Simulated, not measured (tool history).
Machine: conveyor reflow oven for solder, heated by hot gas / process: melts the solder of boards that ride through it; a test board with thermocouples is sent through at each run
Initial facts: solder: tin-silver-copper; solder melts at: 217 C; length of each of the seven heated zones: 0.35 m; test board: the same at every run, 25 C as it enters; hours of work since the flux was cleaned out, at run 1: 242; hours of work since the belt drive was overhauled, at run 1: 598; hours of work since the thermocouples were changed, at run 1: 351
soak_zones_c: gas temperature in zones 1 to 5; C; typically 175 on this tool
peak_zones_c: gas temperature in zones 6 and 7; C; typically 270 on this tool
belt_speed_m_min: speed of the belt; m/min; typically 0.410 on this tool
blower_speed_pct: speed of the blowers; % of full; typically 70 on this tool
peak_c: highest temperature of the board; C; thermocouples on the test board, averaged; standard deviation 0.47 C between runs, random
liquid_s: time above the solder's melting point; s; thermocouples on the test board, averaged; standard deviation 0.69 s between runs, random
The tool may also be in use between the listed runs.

| run | hour | soak_zones_c | peak_zones_c | belt_speed_m_min | blower_speed_pct | hours of work since the flux was cleaned out | hours of work since the belt drive was overhauled | hours of work since the thermocouples were changed | peak_c | liquid_s |
|---|---|---|---|---|---|---|---|---|---|---|
| 1 | 0.0 | 175 | 270 | 0.410 | 70 | 242 | 598 | 351 | 253.6 | 78.0 |
| 2 | 13.5 | 175 | 270 | 0.410 | 89 | 251 | 607 | 360 | 257.3 | 83.2 |
| 3 | 44.9 | 175 | 270 | 0.410 | 70 | 272 | 628 | 381 | 255.1 | 79.1 |
| 4 | 67.1 | 175 | 270 | 0.410 | 70 | 287 | 643 | 396 | 253.6 | 79.7 |
| 5 | 87.7 | 182 | 270 | 0.410 | 70 | 301 | 656 | 409 | 256.0 | 85.3 |
| 6 | 111.0 | 182 | 270 | 0.410 | 70 | 316 | 672 | 425 | 255.4 | 84.9 |
| 7 | 124.5 | 172 | 270 | 0.410 | 70 | 325 | 681 | 434 | 254.3 | 77.0 |
|  | 155.7 | flux residue cleaned out of gas plates and filters |
| 8 | 157.7 | 175 | 270 | 0.410 | 57 | 1 | 700 | 453 | 251.5 | 76.6 |
| 9 | 185.1 | 175 | 270 | 0.410 | 57 | 20 | 718 | 471 | 252.2 | 75.6 |
| 10 | 203.6 | 175 | 280 | 0.410 | 57 | 32 | 730 | 483 | 260.6 | 84.1 |
| 11 | 236.1 | 175 | 282 | 0.433 | 70 | 54 | 752 | 505 | 262.5 | 83.2 |
| 12 | 266.8 | 175 | 282 | 0.433 | 70 | 74 | 773 | 526 | 263.5 | 81.5 |
| 13 | 293.3 | 175 | 270 | 0.402 | 89 | 92 | 790 | 543 | 258.7 | 85.1 |

Run 14 comes next. What will it give?
| 14 | 320.3 | 175 | 270 | 0.402 | 89 | 110 | 808 | 561 | ? | ? |

peak_c: 258.3 C
liquid_s: 86.0 s
On a tool with no hidden condition, and with the same random variation, this run would have come out at peak_c 258.4 C, liquid_s 86.0 s.
